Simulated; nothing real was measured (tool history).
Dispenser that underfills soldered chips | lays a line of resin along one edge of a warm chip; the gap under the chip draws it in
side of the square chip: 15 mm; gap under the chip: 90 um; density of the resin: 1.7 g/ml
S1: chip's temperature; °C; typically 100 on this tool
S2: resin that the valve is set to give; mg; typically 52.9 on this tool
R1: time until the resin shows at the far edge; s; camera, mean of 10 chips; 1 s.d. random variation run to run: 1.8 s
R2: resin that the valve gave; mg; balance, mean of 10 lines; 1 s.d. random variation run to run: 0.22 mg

run 1 hour=0.0 | S1=100 S2=52.9 | R1=262.0 R2=51.68
-- hour=2.7 new syringe of resin
run 2 hour=3.1 | S1=100 S2=52.9 | R1=187.1 R2=52.41
run 3 hour=7.4 | S1=100 S2=52.9 | R1=219.9 R2=52.07
run 4 hour=13.3 | S1=106 S2=52.9 | R1=199.4 R2=51.73
-- hour=16.9 new syringe of resin
run 5 hour=19.1 | S1=106 S2=57.2 | R1=152.4 R2=55.92
run 6 hour=21.6 | S1=106 S2=57.2 | R1=162.9 R2=55.62
run 7 hour=25.1 | S1=106 S2=57.2 | R1=185.1 R2=55.21
run 8 hour=29.1 | S1=106 S2=57.2 | R1=210.1 R2=55.33
-- hour=30.7 new syringe of resin
run 9 hour=34.1 | S1=106 S2=57.2 | R1=159.8 R2=55.07
run 10 hour=39.0 | S1=106 S2=57.2 | R1=189.3 R2=54.87
-- hour=44.7 new syringe of resin
run 11 hour=45.6 | S1=106 S2=57.2 | R1=144.5 R2=54.73
run 12 hour=50.8 | S1=101 S2=52.9 | R1=216.1 R2=50.70
run 13 hour=55.1 | S1=88 S2=52.9 | R1=455.3 R2=50.29
-- hour=58.7 new syringe of resin
run 14 hour=61.3 | S1=88 S2=52.9 | R1=362.9 R2=50.08
run 15 hour=67.0 | S1=88 S2=52.9 | R1=434.4 R2=50.12
run 16 hour=71.8 | S1=88 S2=52.9 | R1=512.1 R2=49.67
-- hour=72.7 new syringe of resin
run 17 hour=75.5 | S1=98 S2=63.0 | R1=224.8 R2=59.28
run 18 hour=79.0 | S1=90 S2=62.3 | R1=370.8 R2=58.71
run 19 hour=81.8 | S1=90 S2=62.3 | R1=403.8 R2=58.45
-- hour=86.5 new syringe of resin
run 20 hour=86.8 | S1=87 S2=63.2 | R1=345.3 R2=59.21
run 21 hour=92.0 | S1=90 S2=51.5 | R1=371.8 R2=47.91
run 22 hour=95.6 | S1=90 S2=60.4 | R1=409.6 R2=56.50
run 23 hour=98.5 | S1=90 S2=60.4 | R1=440.5 R2=56.42
-- hour=100.4 new syringe of resin
run 24 hour=102.8 | S1=90 S2=60.4 | R1=321.0 R2=55.62
-- hour=105.9 dispensing valve cleaned and set on the balance
run 25 hour=107.9 | S1=113 S2=61.7 | R1=130.3 R2=61.57
run 26 hour=112.9 | S1=101 S2=57.3 | R1=258.5 R2=57.07
-- hour=115.4 new syringe of resin
run 27 hour=116.8 | S1=103 S2=51.4 | R1=173.5 R2=51.25
run 28 hour=120.0 | S1=97 S2=48.1 | R1=256.4 R2=47.69
run 29 hour=124.1 | S1=85 S2=66.8 | R1=508.6 R2=66.14
run 30 hour=127.6 | S1=94 S2=47.7 | R1=386.4 R2=47.09

Here are 3 independent what-if runs from the current tool condition. What would each one return?
-- hour=129.5 new syringe of resin
run A hour=131.6 | S1=100 S2=59.9 | R1=? R2=?
-- hour=129.5 new syringe of resin
run B hour=131.6 | S1=97 S2=47.7 | R1=? R2=?
-- hour=129.5 new syringe of resin
run C hour=131.6 | S1=86 S2=47.7 | R1=? R2=?

run=A R1=200.9 R2=59.18
run=B R1=240.5 R2=47.12
run=C R1=406.8 R2=47.03
The same runs, with their run-to-run variation unchanged, on a tool lacking any hidden condition would have given:
run=A R1=174.4 R2=60.00
run=B R1=208.0 R2=47.77
run=C R1=350.7 R2=47.68
